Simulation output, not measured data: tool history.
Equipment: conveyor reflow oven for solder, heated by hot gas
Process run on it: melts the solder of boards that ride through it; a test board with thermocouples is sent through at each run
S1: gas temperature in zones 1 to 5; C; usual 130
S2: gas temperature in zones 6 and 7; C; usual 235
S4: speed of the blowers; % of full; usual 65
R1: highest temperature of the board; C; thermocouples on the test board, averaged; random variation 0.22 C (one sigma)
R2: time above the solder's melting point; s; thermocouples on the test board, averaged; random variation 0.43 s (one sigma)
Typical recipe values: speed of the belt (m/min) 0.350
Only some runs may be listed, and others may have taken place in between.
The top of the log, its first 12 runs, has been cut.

run 13 hour=131.0 | S1=130 S2=246 speed_of_the_belt_(m/min)=0.350 S4=65 | R1=225.5 R2=81.0
run 14 hour=137.4 | S1=125 S2=246 speed_of_the_belt_(m/min)=0.350 S4=65 | R1=225.1 R2=78.6
run 15 hour=147.0 | S1=130 S2=235 speed_of_the_belt_(m/min)=0.350 S4=65 | R1=216.0 R2=72.4
run 16 hour=156.8 | S1=130 S2=235 speed_of_the_belt_(m/min)=0.350 S4=65 | R1=216.2 R2=72.2
run 17 hour=169.6 | S1=130 S2=235 speed_of_the_belt_(m/min)=0.350 S4=65 | R1=215.9 R2=72.3
run 18 hour=176.8 | S1=130 S2=235 speed_of_the_belt_(m/min)=0.350 S4=80 | R1=220.3 R2=77.2
run 19 hour=189.5 | S1=119 S2=247 speed_of_the_belt_(m/min)=0.420 S4=73 | R1=219.3 R2=58.4
run 20 hour=197.3 | S1=145 S2=235 speed_of_the_belt_(m/min)=0.420 S4=65 | R1=212.5 R2=61.1
run 21 hour=204.5 | S1=124 S2=249 speed_of_the_belt_(m/min)=0.330 S4=51 | R1=224.4 R2=81.1
run 22 hour=210.3 | S1=142 S2=249 speed_of_the_belt_(m/min)=0.330 S4=68 | R1=233.0 R2=97.9
run 23 hour=217.5 | S1=142 S2=235 speed_of_the_belt_(m/min)=0.365 S4=68 | R1=217.7 R2=76.2
run 24 hour=227.8 | S1=130 S2=241 speed_of_the_belt_(m/min)=0.350 S4=52 | R1=216.9 R2=70.8
run 25 hour=238.6 | S1=130 S2=231 speed_of_the_belt_(m/min)=0.350 S4=52 | R1=208.4 R2=60.2
run 26 hour=244.4 | S1=130 S2=230 speed_of_the_belt_(m/min)=0.296 S4=84 | R1=220.6 R2=93.4
run 27 hour=250.7 | S1=120 S2=230 speed_of_the_belt_(m/min)=0.296 S4=84 | R1=219.3 R2=88.0
run 28 hour=263.2 | S1=120 S2=230 speed_of_the_belt_(m/min)=0.296 S4=84 | R1=219.6 R2=88.5
run 29 hour=275.4 | S1=127 S2=230 speed_of_the_belt_(m/min)=0.402 S4=84 | R1=211.3 R2=57.7

What does the tool deliver on the next run?
run 30 hour=287.1 | S1=127 S2=240 speed_of_the_belt_(m/min)=0.383 S4=73 | R1=? R2=?

{"run 30": {"R1": 218.7, "R2": 66.7}}
With the hidden condition absent and the run-to-run variation left alone, this run would have shown R1 218.6 C, R2 66.6 s.

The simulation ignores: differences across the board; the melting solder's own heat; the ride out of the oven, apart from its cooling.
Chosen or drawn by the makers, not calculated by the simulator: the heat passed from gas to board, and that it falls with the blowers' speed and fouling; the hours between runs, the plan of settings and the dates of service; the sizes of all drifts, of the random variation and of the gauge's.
